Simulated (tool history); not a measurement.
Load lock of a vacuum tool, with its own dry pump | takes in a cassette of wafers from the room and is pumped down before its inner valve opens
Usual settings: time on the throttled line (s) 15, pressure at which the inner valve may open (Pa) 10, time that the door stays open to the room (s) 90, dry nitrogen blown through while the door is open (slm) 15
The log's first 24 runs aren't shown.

run	day	time on the throttled line (s)	pressure at which the inner valve may open (Pa)	time that the door stays open to the room (s)	dry nitrogen blown through while the door is open (slm)	hours that the pump has run since its overhaul	times that the door has closed on its seal	incoming humidity of the room's air, %	time from the closed door until the inner valve may open (s)	rise of the pressure with all valves shut (Pa/min)
25	242.012	29	10	90	15	11494	24346	45.4	49.7	0.094
26	253.808	29	10	90	15	11778	25036	50.6	50.0	0.100
27	265.867	15	17	148	15	12067	25740	44.8	38.3	0.103
28	274.246	17	7	85	12	12268	26230	42.7	42.6	0.099
29	282.504	17	7	85	12	12466	26712	44.0	42.8	0.103
30	296.346	17	7	85	12	12798	27521	45.6	42.6	0.102
31	310.867	15	10	106	4	13147	28370	43.6	40.1	0.126
32	322.129	9	11	35	15	13417	29028	42.4	35.7	0.090
33	332.133	26	8	142	28	13657	29613	45.0	48.6	0.110
34	346.529	26	8	142	28	14003	30454	43.5	49.0	0.108
35	355.354	10	10	90	15	14215	30969	46.2	37.0	0.115
36	368.629	15	12	90	7	14533	31745	50.1	39.7	0.132

Forecast each of these 5 alternatives for the next run:
A	377.758	15	10	90	13	14752	32279	42.5	?	?
B	377.758	15	12	90	11	14752	32279	44.0	?	?
C	377.758	9	10	45	9	14752	32279	48.1	?	?
D	377.758	15	12	90	15	14752	32279	47.6	?	?
E	377.758	15	11	198	24	14752	32279	46.0	?	?

run	time from the closed door until the inner valve may open (s)	rise of the pressure with all valves shut (Pa/min)
A	40.5	0.114
B	39.6	0.123
C	36.1	0.114
D	39.8	0.118
E	40.1	0.125
Without the tool's hidden state the same runs would have given:
run	time from the closed door until the inner valve may open (s)	rise of the pressure with all valves shut (Pa/min)
A	38.4	0.043
B	37.5	0.052
C	33.8	0.044
D	37.7	0.046
E	38.0	0.054
